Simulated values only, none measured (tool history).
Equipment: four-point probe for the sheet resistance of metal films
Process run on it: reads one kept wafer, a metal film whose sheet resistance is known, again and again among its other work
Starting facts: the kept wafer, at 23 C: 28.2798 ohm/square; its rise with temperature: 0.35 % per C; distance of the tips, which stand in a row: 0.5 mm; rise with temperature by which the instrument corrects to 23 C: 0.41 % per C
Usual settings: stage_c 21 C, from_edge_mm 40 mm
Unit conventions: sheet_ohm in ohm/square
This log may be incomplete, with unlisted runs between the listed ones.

run	hour	stage_c	from_edge_mm	sheet_ohm
1	0.0	21	40	28.305847
2	115.1	21	40	28.309130
3	220.0	21	40	28.301559
4	297.1	21	35	28.301139
5	376.8	21	40	28.297418
6	494.1	21	9	28.325159
7	565.8	21	9	28.319558
8	657.4	21	9	28.315592
9	753.7	21	25	28.268821
10	840.1	21	25	28.272284
11	962.5	21	25	28.262853
12	1077.0	21	25	28.252061
13	1186.1	20	40	28.264406
14	1262.6	20	40	28.253926
15	1341.9	20	40	28.254119
# hour 1412.2: stage's thermometer calibrated
16	1433.0	24	28	28.169374
17	1565.8	24	28	28.158952
18	1651.2	24	28	28.177749
19	1721.9	24	28	28.165393
20	1859.6	24	28	28.162120
21	1939.8	21	9	28.236013
22	2050.1	27	4	28.339165
23	2145.3	31	32	28.030072
24	2221.9	25	40	28.121128
25	2343.1	29	40	28.050446
26	2432.1	20	7	28.253687
27	2544.3	21	34	28.159084
28	2627.7	21	40	28.157484
29	2750.3	21	40	28.148080

Each run again, without the hidden state but with its own random variation kept:
Hidden state present: inner tips' distance over the nominal, %; tips' flats over new ones', %; wafer's true temperature over the reading, C; drift of the gauge itself on sheet_ohm, %.
run	sheet_ohm
1	28.307911
2	28.317130
3	28.315069
4	28.318924
5	28.319581
6	28.353038
7	28.351434
8	28.352302
9	28.310406
10	28.318033
11	28.314768
12	28.309560
13	28.327416
14	28.321672
15	28.326460
16	28.263029
17	28.259565
18	28.282989
19	28.274465
20	28.278842
21	28.357003
22	28.467108
23	28.162230
24	28.257746
25	28.192749
26	28.401666
27	28.312792
28	28.315500
29	28.312344
